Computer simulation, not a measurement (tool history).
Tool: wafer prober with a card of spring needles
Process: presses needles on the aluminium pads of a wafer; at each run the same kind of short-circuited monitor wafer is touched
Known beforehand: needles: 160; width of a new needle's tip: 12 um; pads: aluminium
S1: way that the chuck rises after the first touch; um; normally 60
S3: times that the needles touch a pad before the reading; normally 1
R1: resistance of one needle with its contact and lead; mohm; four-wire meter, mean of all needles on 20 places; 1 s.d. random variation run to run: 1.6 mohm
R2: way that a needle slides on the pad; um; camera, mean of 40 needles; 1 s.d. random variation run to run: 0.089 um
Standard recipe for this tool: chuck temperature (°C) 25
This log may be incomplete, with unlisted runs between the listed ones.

run 1 hour=0.0 | S1=60 chuck_temperature_(°C)=25 S3=1 | R1=168 R2=16.24
run 2 hour=12.6 | S1=60 chuck_temperature_(°C)=25 S3=1 | R1=168 R2=16.45
run 3 hour=21.1 | S1=60 chuck_temperature_(°C)=31 S3=1 | R1=167 R2=16.30
run 4 hour=31.8 | S1=60 chuck_temperature_(°C)=32 S3=1 | R1=164 R2=16.28
run 5 hour=41.3 | S1=60 chuck_temperature_(°C)=98 S3=1 | R1=175 R2=16.23
run 6 hour=52.0 | S1=60 chuck_temperature_(°C)=98 S3=1 | R1=181 R2=16.37
run 7 hour=70.4 | S1=60 chuck_temperature_(°C)=98 S3=1 | R1=175 R2=16.18
run 8 hour=88.6 | S1=60 chuck_temperature_(°C)=98 S3=1 | R1=181 R2=16.20
run 9 hour=103.4 | S1=60 chuck_temperature_(°C)=98 S3=1 | R1=179 R2=16.34
run 10 hour=117.9 | S1=60 chuck_temperature_(°C)=28 S3=1 | R1=172 R2=16.38
run 11 hour=133.8 | S1=60 chuck_temperature_(°C)=25 S3=1 | R1=162 R2=16.16
run 12 hour=148.7 | S1=60 chuck_temperature_(°C)=25 S3=1 | R1=162 R2=15.99
run 13 hour=156.7 | S1=42 chuck_temperature_(°C)=25 S3=1 | R1=185 R2=11.11
run 14 hour=173.9 | S1=60 chuck_temperature_(°C)=25 S3=1 | R1=160 R2=16.09
run 15 hour=182.7 | S1=55 chuck_temperature_(°C)=25 S3=1 | R1=173 R2=14.60
run 16 hour=202.1 | S1=55 chuck_temperature_(°C)=25 S3=1 | R1=169 R2=14.67
run 17 hour=215.7 | S1=60 chuck_temperature_(°C)=51 S3=2 | R1=169 R2=15.83
run 18 hour=232.4 | S1=75 chuck_temperature_(°C)=32 S3=2 | R1=161 R2=20.03
run 19 hour=248.7 | S1=74 chuck_temperature_(°C)=80 S3=1 | R1=173 R2=19.80
run 20 hour=258.1 | S1=48 chuck_temperature_(°C)=97 S3=1 | R1=191 R2=12.68
run 21 hour=276.2 | S1=48 chuck_temperature_(°C)=97 S3=1 | R1=179 R2=12.38
run 22 hour=290.9 | S1=69 chuck_temperature_(°C)=64 S3=1 | R1=167 R2=18.14
run 23 hour=308.9 | S1=69 chuck_temperature_(°C)=64 S3=1 | R1=170 R2=18.19
run 24 hour=321.9 | S1=61 chuck_temperature_(°C)=37 S3=1 | R1=169 R2=15.83
run 25 hour=339.8 | S1=61 chuck_temperature_(°C)=37 S3=1 | R1=173 R2=15.83
run 26 hour=353.6 | S1=60 chuck_temperature_(°C)=27 S3=1 | R1=170 R2=15.52
run 27 hour=369.9 | S1=60 chuck_temperature_(°C)=39 S3=1 | R1=166 R2=15.64
run 28 hour=381.8 | S1=60 chuck_temperature_(°C)=39 S3=1 | R1=163 R2=15.67
run 29 hour=401.0 | S1=60 chuck_temperature_(°C)=25 S3=2 | R1=165 R2=15.56
run 30 hour=409.7 | S1=60 chuck_temperature_(°C)=25 S3=2 | R1=161 R2=16.70
run 31 hour=423.9 | S1=62 chuck_temperature_(°C)=29 S3=2 | R1=162 R2=17.17

Taken out of this log: 34 entries between the listed runs. Where each belongs, and how the hidden state differs across it:
After run 1, before run 2: tips cleaned on abrasive film (hour 2.2)
  debris on the tips, nm: 40.9 -> 39.3; way that the needles fall short of the set height, um: 0.67 -> 0.76; tips' diameter, um: 12.24 -> 12.27
  what was measured, less what the result would be without the hidden state, R1: +11 -> +10 mohm; R2: -0.19 -> -0.21 um
After run 2, before run 3: tips cleaned on abrasive film (hour 14.6)
  debris on the tips, nm: 39.3 -> 28.7; way that the needles fall short of the set height, um: 0.76 -> 0.84; tips' diameter, um: 12.27 -> 12.29
  what was measured, less what the result would be without the hidden state, R1: +10 -> +8 mohm; R2: -0.21 -> -0.23 um
After run 3, before run 4: tips cleaned on abrasive film (hour 27.9)
  debris on the tips, nm: 28.7 -> 20; way that the needles fall short of the set height, um: 0.84 -> 0.96; tips' diameter, um: 12.29 -> 12.34
  what was measured, less what the result would be without the hidden state, R1: +8 -> +5 mohm; R2: -0.23 -> -0.26 um
After run 4, before run 5: tips cleaned on abrasive film (hour 40.3)
  debris on the tips, nm: 20 -> 9.4; way that the needles fall short of the set height, um: 0.96 -> 1.08; tips' diameter, um: 12.34 -> 12.38
  what was measured, less what the result would be without the hidden state, R1: +5 -> +3 mohm; R2: -0.26 -> -0.29 um
After run 6, before run 7: tips cleaned on abrasive film (hour 53.4); tips cleaned on abrasive film (hour 67.5)
  debris on the tips, nm: 42.6 -> 18.8; way that the needles fall short of the set height, um: 1.08 -> 1.27; tips' diameter, um: 12.38 -> 12.44
  what was measured, less what the result would be without the hidden state, R1: +10 -> +4 mohm; R2: -0.30 -> -0.35 um
After run 7, before run 8: tips cleaned on abrasive film (hour 80.3)
  debris on the tips, nm: 18.8 -> 35.4; way that the needles fall short of the set height, um: 1.27 -> 1.36; tips' diameter, um: 12.44 -> 12.48
  what was measured, less what the result would be without the hidden state, R1: +4 -> +8 mohm; R2: -0.35 -> -0.38 um
After run 8, before run 9: tips cleaned on abrasive film (hour 93.2)
  debris on the tips, nm: 35.4 -> 39.6; way that the needles fall short of the set height, um: 1.36 -> 1.47; tips' diameter, um: 12.48 -> 12.51
  what was measured, less what the result would be without the hidden state, R1: +8 -> +9 mohm; R2: -0.38 -> -0.41 um
After run 9, before run 10: tips cleaned on abrasive film (hour 106.7)
  debris on the tips, nm: 39.6 -> 41.7; way that the needles fall short of the set height, um: 1.47 -> 1.59; tips' diameter, um: 12.51 -> 12.56
  what was measured, less what the result would be without the hidden state, R1: +9 -> +12 mohm; R2: -0.41 -> -0.44 um
After run 10, before run 11: tips cleaned on abrasive film (hour 120.4); tips cleaned on abrasive film (hour 133.5)
  debris on the tips, nm: 41.7 -> 5.1; way that the needles fall short of the set height, um: 1.59 -> 1.77; tips' diameter, um: 12.56 -> 12.62
  what was measured, less what the result would be without the hidden state, R1: +12 -> +2 mohm; R2: -0.44 -> -0.49 um
After run 11, before run 12: tips cleaned on abrasive film (hour 146.0)
  debris on the tips, nm: 5.1 -> 15.8; way that the needles fall short of the set height, um: 1.77 -> 1.89; tips' diameter, um: 12.62 -> 12.66
  what was measured, less what the result would be without the hidden state, R1: +2 -> +5 mohm; R2: -0.49 -> -0.52 um
After run 13, before run 14: tips cleaned on abrasive film (hour 159.7); tips cleaned on abrasive film (hour 172.1)
  debris on the tips, nm: 40.1 -> 11.4; way that the needles fall short of the set height, um: 1.89 -> 2.12; tips' diameter, um: 12.66 -> 12.74
  what was measured, less what the result would be without the hidden state, R1: +22 -> +4 mohm; R2: -0.53 -> -0.59 um
After run 15, before run 16: tips cleaned on abrasive film (hour 184.6); tips cleaned on abrasive film (hour 197.6)
  debris on the tips, nm: 40 -> 22.2; way that the needles fall short of the set height, um: 2.12 -> 2.32; tips' diameter, um: 12.74 -> 12.81
  what was measured, less what the result would be without the hidden state, R1: +14 -> +8 mohm; R2: -0.58 -> -0.64 um
After run 16, before run 17: tips cleaned on abrasive film (hour 210.7)
  debris on the tips, nm: 22.2 -> 24.7; way that the needles fall short of the set height, um: 2.32 -> 2.41; tips' diameter, um: 12.81 -> 12.84
  what was measured, less what the result would be without the hidden state, R1: +8 -> +6 mohm; R2: -0.64 -> -0.66 um
After run 17, before run 18: tips cleaned on abrasive film (hour 223.3)
  debris on the tips, nm: 24.7 -> 37.1; way that the needles fall short of the set height, um: 2.41 -> 2.51; tips' diameter, um: 12.84 -> 12.88
  what was measured, less what the result would be without the hidden state, R1: +6 -> +4 mohm; R2: -0.66 -> -0.69 um
After run 18, before run 19: tips cleaned on abrasive film (hour 236.9)
  debris on the tips, nm: 37.1 -> 43.7; way that the needles fall short of the set height, um: 2.51 -> 2.65; tips' diameter, um: 12.88 -> 12.93
  what was measured, less what the result would be without the hidden state, R1: +4 -> +8 mohm; R2: -0.69 -> -0.74 um
After run 19, before run 20: tips cleaned on abrasive film (hour 249.8)
  debris on the tips, nm: 43.7 -> 34; way that the needles fall short of the set height, um: 2.65 -> 2.76; tips' diameter, um: 12.93 -> 12.97
  what was measured, less what the result would be without the hidden state, R1: +8 -> +16 mohm; R2: -0.74 -> -0.77 um
After run 20, before run 21: tips cleaned on abrasive film (hour 263.0); tips cleaned on abrasive film (hour 276.2)
  debris on the tips, nm: 34 -> 4.8; way that the needles fall short of the set height, um: 2.76 -> 2.99; tips' diameter, um: 12.97 -> 13.05
  what was measured, less what the result would be without the hidden state, R1: +16 -> +5 mohm; R2: -0.77 -> -0.82 um
After run 21, before run 22: tips cleaned on abrasive film (hour 289.6)
  debris on the tips, nm: 4.8 -> 8.7; way that the needles fall short of the set height, um: 2.99 -> 3.11; tips' diameter, um: 13.05 -> 13.09
  what was measured, less what the result would be without the hidden state, R1: +5 -> +2 mohm; R2: -0.82 -> -0.86 um
After run 22, before run 23: tips cleaned on abrasive film (hour 302.9)
  debris on the tips, nm: 8.7 -> 25.2; way that the needles fall short of the set height, um: 3.11 -> 3.21; tips' diameter, um: 13.09 -> 13.13
  what was measured, less what the result would be without the hidden state, R1: +2 -> +6 mohm; R2: -0.86 -> -0.88 um
After run 23, before run 24: tips cleaned on abrasive film (hour 315.7)
  debris on the tips, nm: 25.2 -> 29.7; way that the needles fall short of the set height, um: 3.21 -> 3.34; tips' diameter, um: 13.13 -> 13.17
  what was measured, less what the result would be without the hidden state, R1: +6 -> +10 mohm; R2: -0.88 -> -0.91 um
After run 24, before run 25: tips cleaned on abrasive film (hour 329.1)
  debris on the tips, nm: 29.7 -> 39.5; way that the needles fall short of the set height, um: 3.34 -> 3.42; tips' diameter, um: 13.17 -> 13.2
  what was measured, less what the result would be without the hidden state, R1: +10 -> +13 mohm; R2: -0.91 -> -0.94 um
After run 25, before run 26: tips cleaned on abrasive film (hour 341.7)
  debris on the tips, nm: 39.5 -> 41.6; way that the needles fall short of the set height, um: 3.42 -> 3.52; tips' diameter, um: 13.2 -> 13.23
  what was measured, less what the result would be without the hidden state, R1: +13 -> +14 mohm; R2: -0.94 -> -0.97 um
After run 26, before run 27: tips cleaned on abrasive film (hour 355.0); tips cleaned on abrasive film (hour 368.3)
  debris on the tips, nm: 41.6 -> 13; way that the needles fall short of the set height, um: 3.52 -> 3.72; tips' diameter, um: 13.23 -> 13.3
  what was measured, less what the result would be without the hidden state, R1: +14 -> +6 mohm; R2: -0.97 -> -1.03 um
After run 27, before run 28: tips cleaned on abrasive film (hour 381.2)
  debris on the tips, nm: 13 -> 7; way that the needles fall short of the set height, um: 3.72 -> 3.82; tips' diameter, um: 13.3 -> 13.34
  what was measured, less what the result would be without the hidden state, R1: +6 -> +4 mohm; R2: -1.03 -> -1.06 um
After run 28, before run 29: tips cleaned on abrasive film (hour 394.1)
  debris on the tips, nm: 7 -> 28.9; way that the needles fall short of the set height, um: 3.82 -> 3.94; tips' diameter, um: 13.34 -> 13.38
  what was measured, less what the result would be without the hidden state, R1: +4 -> +7 mohm; R2: -1.06 -> -1.08 um
After run 29, before run 30: tips cleaned on abrasive film (hour 406.6); height of the first contact set anew (hour 408.2)
  debris on the tips, nm: 28.9 -> 16.4; way that the needles fall short of the set height, um: 3.94 -> 0; tips' diameter, um: 13.38 -> 13.41
  what was measured, less what the result would be without the hidden state, R1: +7 -> +4 mohm; R2: -1.08 -> +0.00 um
After run 30, before run 31: tips cleaned on abrasive film (hour 419.5)
  debris on the tips, nm: 16.4 -> 24.3; way that the needles fall short of the set height, um: 0 -> 0.09; tips' diameter, um: 13.41 -> 13.44
  what was measured, less what the result would be without the hidden state, R1: +4 -> +5 mohm; R2: +0.00 -> -0.03 um
